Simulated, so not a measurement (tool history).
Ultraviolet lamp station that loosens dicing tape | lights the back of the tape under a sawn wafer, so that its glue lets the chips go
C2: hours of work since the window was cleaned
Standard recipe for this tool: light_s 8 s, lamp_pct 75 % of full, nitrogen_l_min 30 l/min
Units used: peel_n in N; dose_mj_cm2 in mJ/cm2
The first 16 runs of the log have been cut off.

Run 17, hour 350: usual settings but light_s 4 s; hours of work of the lamp 833; C2 62. Result: peel_n 4.207 N, dose_mj_cm2 72 mJ/cm2.
At hour 358: lamp changed.
Run 18, hour 375.2: usual settings but light_s 4 s; hours of work of the lamp 10; C2 76. Result: peel_n 3.074 N, dose_mj_cm2 105 mJ/cm2.
Run 19, hour 397.7: usual settings but light_s 4 s; hours of work of the lamp 23; C2 89. Result: peel_n 3.015 N, dose_mj_cm2 97 mJ/cm2.
Run 20, hour 417.3: usual settings but lamp_pct 93 % of full, nitrogen_l_min 57 l/min; hours of work of the lamp 35; C2 101. Result: peel_n 0.342 N, dose_mj_cm2 251 mJ/cm2.
Run 21, hour 431.7: usual settings but lamp_pct 93 % of full, nitrogen_l_min 57 l/min; hours of work of the lamp 43; C2 109. Result: peel_n 0.347 N, dose_mj_cm2 248 mJ/cm2.
Run 22, hour 446.6: usual settings but light_s 6 s, nitrogen_l_min 54 l/min; hours of work of the lamp 52; C2 118. Result: peel_n 1.194 N, dose_mj_cm2 151 mJ/cm2.
Run 23, hour 472.3: usual settings but light_s 7 s, nitrogen_l_min 54 l/min; hours of work of the lamp 67; C2 133. Result: peel_n 0.884 N, dose_mj_cm2 176 mJ/cm2.
Run 24, hour 493: usual settings but light_s 13 s, lamp_pct 76 % of full, nitrogen_l_min 50 l/min; hours of work of the lamp 79; C2 145. Result: peel_n 0.22 N, dose_mj_cm2 324 mJ/cm2.
Run 25, hour 519.9: usual settings but light_s 13 s, lamp_pct 76 % of full, nitrogen_l_min 50 l/min; hours of work of the lamp 94; C2 161. Result: peel_n 0.216 N, dose_mj_cm2 323 mJ/cm2.
Run 26, hour 537.2: usual settings but light_s 13 s, lamp_pct 76 % of full, nitrogen_l_min 50 l/min; hours of work of the lamp 104; C2 171. Result: peel_n 0.209 N, dose_mj_cm2 322 mJ/cm2.
Run 27, hour 557.3: usual settings but light_s 13 s, lamp_pct 76 % of full, nitrogen_l_min 50 l/min; hours of work of the lamp 116; C2 182. Result: peel_n 0.217 N, dose_mj_cm2 317 mJ/cm2.
Run 28, hour 574: usual settings but light_s 9 s, lamp_pct 83 % of full; hours of work of the lamp 126; C2 192. Result: peel_n 0.677 N, dose_mj_cm2 242 mJ/cm2.
Run 29, hour 593.6: usual settings but light_s 7 s, lamp_pct 91 % of full; hours of work of the lamp 137; C2 204. Result: peel_n 0.98 N, dose_mj_cm2 204 mJ/cm2.
Run 30, hour 618.9: usual settings but light_s 11 s, lamp_pct 66 % of full, nitrogen_l_min 13 l/min; hours of work of the lamp 152; C2 218. Result: peel_n 1.564 N, dose_mj_cm2 231 mJ/cm2.
At hour 621.8: window cleaned of glue's vapour.
Run 31, hour 634.9: usual settings but light_s 13 s, nitrogen_l_min 54 l/min; hours of work of the lamp 161; C2 8. Result: peel_n 0.213 N, dose_mj_cm2 323 mJ/cm2.
Run 32, hour 657.2: usual settings but light_s 13 s, nitrogen_l_min 54 l/min; hours of work of the lamp 174; C2 21. Result: peel_n 0.205 N, dose_mj_cm2 323 mJ/cm2.

Alternative continuations, all from the tool just after run 32; predict every row:
Run A, hour 669.6: usual settings but light_s 11 s, lamp_pct 64 % of full, nitrogen_l_min 29 l/min; hours of work of the lamp 181; C2 28. Result: peel_n ?, dose_mj_cm2 ?.
Run B, hour 669.6: usual settings but light_s 13 s, lamp_pct 76 % of full, nitrogen_l_min 49 l/min; hours of work of the lamp 181; C2 28. Result: peel_n ?, dose_mj_cm2 ?.
Run C, hour 669.6: usual settings but light_s 6 s, nitrogen_l_min 39 l/min; hours of work of the lamp 181; C2 28. Result: peel_n ?, dose_mj_cm2 ?.

run  peel_n  dose_mj_cm2
  A   0.782          227
  B   0.226          325
  C   1.523          146
Without the tool's unlogged condition, the same runs would have read:
run  peel_n  dose_mj_cm2
  A   0.649          246
  B   0.196          352
  C   1.313          158

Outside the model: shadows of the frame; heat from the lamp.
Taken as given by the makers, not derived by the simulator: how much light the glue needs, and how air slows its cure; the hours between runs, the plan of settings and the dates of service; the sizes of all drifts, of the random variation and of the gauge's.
